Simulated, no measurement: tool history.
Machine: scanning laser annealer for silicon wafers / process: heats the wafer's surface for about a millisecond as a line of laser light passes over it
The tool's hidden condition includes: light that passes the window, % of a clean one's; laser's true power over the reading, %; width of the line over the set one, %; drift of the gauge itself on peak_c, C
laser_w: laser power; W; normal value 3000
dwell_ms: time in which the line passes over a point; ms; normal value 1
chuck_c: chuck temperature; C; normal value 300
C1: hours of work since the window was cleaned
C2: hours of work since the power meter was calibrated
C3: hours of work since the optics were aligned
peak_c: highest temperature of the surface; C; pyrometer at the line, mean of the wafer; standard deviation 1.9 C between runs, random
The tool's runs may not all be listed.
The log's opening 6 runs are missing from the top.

run 7 hour=65.2 | laser_w=2706 dwell_ms=1 chuck_c=300 | C1=48 C2=67 C3=853 | peak_c=1026
run 8 hour=82.7 | laser_w=3000 dwell_ms=1 chuck_c=300 | C1=60 C2=79 C3=866 | peak_c=1094
run 9 hour=91.8 | laser_w=3000 dwell_ms=0.76 chuck_c=300 | C1=67 C2=86 C3=872 | peak_c=1002
run 10 hour=107 | laser_w=3000 dwell_ms=0.76 chuck_c=300 | C1=78 C2=97 C3=883 | peak_c=1001
run 11 hour=123.4 | laser_w=3117 dwell_ms=1 chuck_c=300 | C1=90 C2=109 C3=895 | peak_c=1129
run 12 hour=141.1 | laser_w=3117 dwell_ms=1 chuck_c=300 | C1=103 C2=122 C3=908 | peak_c=1123
run 13 hour=148.7 | laser_w=3117 dwell_ms=1 chuck_c=300 | C1=109 C2=128 C3=914 | peak_c=1125
run 14 hour=166.2 | laser_w=3117 dwell_ms=1 chuck_c=300 | C1=121 C2=140 C3=927 | peak_c=1126
run 15 hour=182.1 | laser_w=2753 dwell_ms=1 chuck_c=300 | C1=133 C2=152 C3=938 | peak_c=1031
run 16 hour=199.4 | laser_w=3000 dwell_ms=1 chuck_c=300 | C1=146 C2=165 C3=951 | peak_c=1093
run 17 hour=209.9 | laser_w=3000 dwell_ms=1 chuck_c=300 | C1=153 C2=172 C3=959 | peak_c=1096
run 18 hour=223.2 | laser_w=3000 dwell_ms=1 chuck_c=300 | C1=163 C2=182 C3=968 | peak_c=1093
run 19 hour=237.4 | laser_w=3000 dwell_ms=1 chuck_c=300 | C1=173 C2=192 C3=979 | peak_c=1093
run 20 hour=245.8 | laser_w=3000 dwell_ms=1 chuck_c=300 | C1=180 C2=198 C3=985 | peak_c=1090
run 21 hour=262.9 | laser_w=2870 dwell_ms=1 chuck_c=300 | C1=192 C2=211 C3=997 | peak_c=1057
run 22 hour=280.9 | laser_w=2919 dwell_ms=1 chuck_c=302 | C1=205 C2=224 C3=1010 | peak_c=1074

Run 23 has not been measured yet. What should we expect?
run 23 hour=293 | laser_w=2919 dwell_ms=1 chuck_c=302 | C1=214 C2=233 C3=1019 | peak_c=?

Run 23 gave peak_c 1071 C.
If the tool had no hidden condition, the same run with the same run-to-run variation would have returned peak_c 1097 C.
